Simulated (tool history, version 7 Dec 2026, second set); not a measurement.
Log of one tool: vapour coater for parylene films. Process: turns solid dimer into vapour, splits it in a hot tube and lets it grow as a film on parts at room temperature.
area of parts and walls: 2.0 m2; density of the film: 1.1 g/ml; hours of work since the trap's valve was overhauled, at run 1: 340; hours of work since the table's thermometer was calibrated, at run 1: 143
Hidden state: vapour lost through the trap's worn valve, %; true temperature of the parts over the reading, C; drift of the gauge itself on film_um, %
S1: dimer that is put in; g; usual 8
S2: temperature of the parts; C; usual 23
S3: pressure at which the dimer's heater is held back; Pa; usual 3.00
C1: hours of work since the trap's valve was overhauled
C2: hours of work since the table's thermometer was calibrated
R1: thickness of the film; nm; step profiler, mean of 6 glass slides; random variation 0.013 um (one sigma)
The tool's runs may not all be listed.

run,day,S1,S2,S3,C1,C2,R1
1,0.000,8,23,3.00,340,143,1820
2,0.833,8,23,3.00,349,152,1830
3,1.404,8,23,3.00,354,158,1840
4,1.842,8,23,3.00,359,162,1840
5,2.454,8,23,3.00,365,169,1810
6,2.942,8,23,3.00,370,174,1820
7,3.775,8,32,2.26,379,182,1540
8,4.342,7,23,6.39,385,188,1470
9,5.162,7,23,6.39,393,196,1490
10,5.592,8,19,7.40,397,201,1800

The same runs without the tool's hidden state, with the same run-to-run variation:
run,R1
1,1880
2,1900
3,1910
4,1910
5,1890
6,1890
7,1610
8,1530
9,1560
10,1880
